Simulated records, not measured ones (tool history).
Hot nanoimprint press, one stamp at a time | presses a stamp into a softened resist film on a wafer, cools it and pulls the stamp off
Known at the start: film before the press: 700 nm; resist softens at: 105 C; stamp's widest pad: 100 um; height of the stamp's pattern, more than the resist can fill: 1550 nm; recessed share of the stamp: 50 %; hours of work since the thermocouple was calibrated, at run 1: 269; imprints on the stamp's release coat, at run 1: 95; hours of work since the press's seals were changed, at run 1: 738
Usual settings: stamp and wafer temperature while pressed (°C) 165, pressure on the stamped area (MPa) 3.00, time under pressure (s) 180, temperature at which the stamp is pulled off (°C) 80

run	hour	stamp and wafer temperature while pressed (°C)	pressure on the stamped area (MPa)	time under pressure (s)	temperature at which the stamp is pulled off (°C)	hours of work since the thermocouple was calibrated	imprints on the stamp's release coat	hours of work since the press's seals were changed	resist left under the stamp's widest pad (Å)	greatest force while the stamp is pulled off (N)
1	0.0	165	3.00	180	80	269	95	738	3105	162
2	51.2	165	3.00	180	80	292	194	761	3097	165
3	92.6	165	3.00	180	80	310	274	779	3074	169
4	143.5	153	3.00	180	80	332	373	801	5548	173
5	172.3	165	3.00	180	80	345	428	814	3062	177
6	206.5	165	3.00	180	80	360	494	829	3056	182
7	256.0	165	3.00	180	80	382	590	851	3070	186
8	284.4	176	3.00	180	80	395	645	863	1548	188
# hour 299.6: stamp cleaned and given a new release coat
# hour 311.3: plate thermocouple calibrated
9	323.8	176	3.00	180	80	6	41	877	1513	156
10	373.8	169	3.00	180	80	28	137	899	2299	160
11	435.7	165	3.00	180	80	55	257	926	2956	163
# hour 451.7: plate thermocouple calibrated, once more
12	477.6	165	3.00	180	80	11	332	943	3269	179
13	528.2	165	3.00	180	80	34	430	966	3273	180
14	572.5	165	3.00	180	80	53	515	985	3265	182
15	629.0	165	3.00	180	80	78	625	1010	3243	191
# hour 654.8: stamp cleaned and given a new release coat
16	688.0	165	3.00	180	80	102	64	1034	3238	157
17	748.0	173	3.00	180	80	128	180	1060	1980	168
18	785.5	177	3.00	180	75	145	253	1077	1549	192
19	833.6	155	3.00	180	80	166	345	1098	5335	176
20	890.4	155	3.00	180	80	191	455	1123	5308	178
21	952.0	155	3.00	180	80	218	574	1150	5311	184
# hour 969.8: press's hydraulic seals changed and the load cell set to zero
# hour 1012.4: stamp cleaned and given a new release coat
22	1027.3	176	3.43	180	75	245	29	23	1497	176
23	1075.7	169	4.16	180	80	267	122	44	2102	161
24	1125.4	169	4.16	180	80	288	218	66	2092	170
25	1183.3	167	4.16	246	80	314	330	92	2080	172
26	1236.4	165	3.24	247	82	337	433	115	2647	168
27	1274.0	165	3.02	180	82	354	505	132	3098	175

Run 28 comes next. What will it give?
28	1305.3	165	3.00	180	79	368	566	145	?	?

{"run 28": {"resist left under the stamp's widest pad (Å)": 3119, "greatest force while the stamp is pulled off (N)": 189}}
Without the tool's hidden state the same run would have given resist left under the stamp's widest pad (Å) 3243, greatest force while the stamp is pulled off (N) 162.
